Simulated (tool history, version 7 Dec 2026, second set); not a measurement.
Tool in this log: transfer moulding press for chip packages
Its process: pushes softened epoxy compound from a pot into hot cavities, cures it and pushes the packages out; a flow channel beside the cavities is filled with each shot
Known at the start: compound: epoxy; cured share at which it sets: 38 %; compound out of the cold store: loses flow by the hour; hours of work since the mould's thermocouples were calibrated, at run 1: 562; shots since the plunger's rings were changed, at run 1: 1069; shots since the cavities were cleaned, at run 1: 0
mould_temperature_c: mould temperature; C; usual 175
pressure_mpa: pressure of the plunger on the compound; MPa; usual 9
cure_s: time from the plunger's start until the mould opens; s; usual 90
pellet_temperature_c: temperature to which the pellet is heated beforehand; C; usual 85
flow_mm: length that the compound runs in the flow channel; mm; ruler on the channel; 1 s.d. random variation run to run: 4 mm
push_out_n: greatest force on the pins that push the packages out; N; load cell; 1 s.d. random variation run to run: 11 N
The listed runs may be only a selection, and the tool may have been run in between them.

run	hour	mould_temperature_c	pressure_mpa	cure_s	pellet_temperature_c	hours of work since the mould's thermocouples were calibrated	shots since the plunger's rings were changed	shots since the cavities were cleaned	incoming compound's hours out of the cold store	flow_mm	push_out_n
1	0	175	9	90	85	562	1069	0	29.2	833	501
2	61.8	175	9	90	85	591	1671	602	32.2	822	750
# hour 125.1: cavities cleaned with cleaning compound and waxed
3	155	175	9	108	85	633	2563	290	37.6	795	602
4	222	175	9.47	108	85	664	3216	943	40.2	808	723
# hour 250.4: mould's thermocouples calibrated
# hour 251.9: cavities cleaned with cleaning compound and waxed
5	281.7	175	9.47	108	85	14	3763	290	33.2	820	595
6	324.2	175	9	90	91	33	4176	703	26.8	811	809
# hour 377.2: cavities cleaned with cleaning compound and waxed
7	395.7	175	10.79	90	85	66	4857	180	42.2	842	664
# hour 465.7: plunger's sealing rings changed
8	470.9	175	10.79	90	85	100	50	887	37.2	906	857
# hour 510.7: cavities cleaned with cleaning compound and waxed
9	530.6	175	9	90	85	126	618	194	46.8	792	671
10	620.7	175	9	90	85	168	1494	1070	36.2	808	849
# hour 639.8: cavities cleaned with cleaning compound and waxed
11	704.7	175	9	117	85	206	2297	632	29.9	822	688
# hour 771.9: cavities cleaned with cleaning compound and waxed
12	773.7	174	9	117	93	238	2954	17	9.6	876	478
13	864.1	178	9	117	93	279	3833	896	45.8	764	708
# hour 901.5: cavities cleaned with cleaning compound and waxed
14	940.9	175	10.81	90	76	314	4567	384	13	932	741
# hour 1026.2: cavities cleaned with cleaning compound and waxed
15	1026.2	175	10.81	90	76	353	5383	0	21.2	897	560
# hour 1042.6: plunger's sealing rings changed
16	1104.2	177	9	117	85	388	599	734	36.2	809	683
# hour 1159.3: cavities cleaned with cleaning compound and waxed
17	1197.6	177	9	117	84	431	1494	374	18.2	852	617
18	1273.4	177	9	117	84	466	2232	1112	33.8	807	736
# hour 1286.2: cavities cleaned with cleaning compound and waxed
19	1364.7	175	10.35	90	85	507	3105	763	41.4	845	791
# hour 1411.9: cavities cleaned with cleaning compound and waxed
20	1442.6	175	10.35	90	85	543	3849	299	43.5	830	640
21	1498.9	175	10.35	90	85	569	4396	846	32.5	857	797
# hour 1543.3: cavities cleaned with cleaning compound and waxed
22	1584	176	9	88	85	607	5210	396	19.3	821	680

Below are 5 alternative next runs, each starting from the tool's condition after run 22. Predict each:
# hour 1620.4: plunger's sealing rings changed
A	1648.1	176	9	88	85	636	270	996	28	?	?
# hour 1620.4: plunger's sealing rings changed
B	1648.1	168	9	128	80	636	270	996	33	?	?
# hour 1620.4: plunger's sealing rings changed
C	1648.1	180	9	90	85	636	270	996	47.8	?	?
# hour 1620.4: plunger's sealing rings changed
D	1648.1	176	9.02	88	92	636	270	996	11.1	?	?
# hour 1620.4: plunger's sealing rings changed
E	1648.1	168	9	93	94	636	270	996	37	?	?

run	flow_mm	push_out_n
A	839	825
B	852	717
C	779	742
D	880	845
E	833	1047
Without the tool's hidden state the same runs would have given:
run	flow_mm	push_out_n
A	847	539
B	861	458
C	786	466
D	888	554
E	842	720
